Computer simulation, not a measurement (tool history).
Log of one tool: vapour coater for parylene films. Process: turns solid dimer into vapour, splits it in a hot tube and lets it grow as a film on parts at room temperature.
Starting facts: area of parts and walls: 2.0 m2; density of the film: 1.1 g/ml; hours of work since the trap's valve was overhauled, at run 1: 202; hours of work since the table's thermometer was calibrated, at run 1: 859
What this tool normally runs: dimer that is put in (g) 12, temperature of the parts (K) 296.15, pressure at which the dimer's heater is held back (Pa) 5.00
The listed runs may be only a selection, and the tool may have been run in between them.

run,day,dimer that is put in (g),temperature of the parts (K),pressure at which the dimer's heater is held back (Pa),hours of work since the trap's valve was overhauled,hours of work since the table's thermometer was calibrated,thickness of the film (µm)
1,0.000,12,296.15,5.00,202,859,3.96
2,1.342,12,296.15,5.00,225,883,3.95
3,2.696,12,296.15,6.28,249,906,3.77
4,3.821,12,296.15,6.28,269,926,3.83
5,5.196,12,293.15,5.00,293,950,4.14
6,6.588,12,293.15,5.00,318,975,4.09
# day 6.879: trap's valve overhauled
7,7.608,12,296.15,5.00,13,990,3.62
8,8.742,12,296.15,5.00,33,1010,3.63
9,10.212,12,296.15,5.00,59,1036,3.65
# day 10.971: trap's valve overhauled, once more
10,11.112,12,296.15,5.00,2,1049,4.18
11,12.379,12,296.15,5.00,25,1071,4.13
12,13.792,19,289.15,5.00,50,1096,7.42
13,14.883,19,289.15,5.00,69,1115,7.33
14,16.283,8,289.15,6.84,94,1140,2.99
15,17.117,8,289.15,6.84,108,1154,2.97
16,18.204,8,294.15,6.85,127,1174,2.62
17,19.746,12,292.15,2.29,154,1201,4.77
18,21.200,9,296.15,11.97,180,1226,2.56
19,22.929,9,296.15,11.97,211,1257,2.62
20,23.646,16,301.15,6.26,223,1269,4.57

Each run again, without the hidden state but with its own random variation kept:
The hidden state here: vapour lost through the trap's worn valve, %; true temperature of the parts over the reading, C; drift of the gauge itself on film_um, %.
run,thickness of the film (µm)
1,4.24
2,4.26
3,4.11
4,4.19
5,4.57
6,4.55
7,4.19
8,4.22
9,4.28
10,4.28
11,4.25
12,7.70
13,7.65
14,3.14
15,3.14
16,2.79
17,5.12
18,2.77
19,2.85
20,5.01
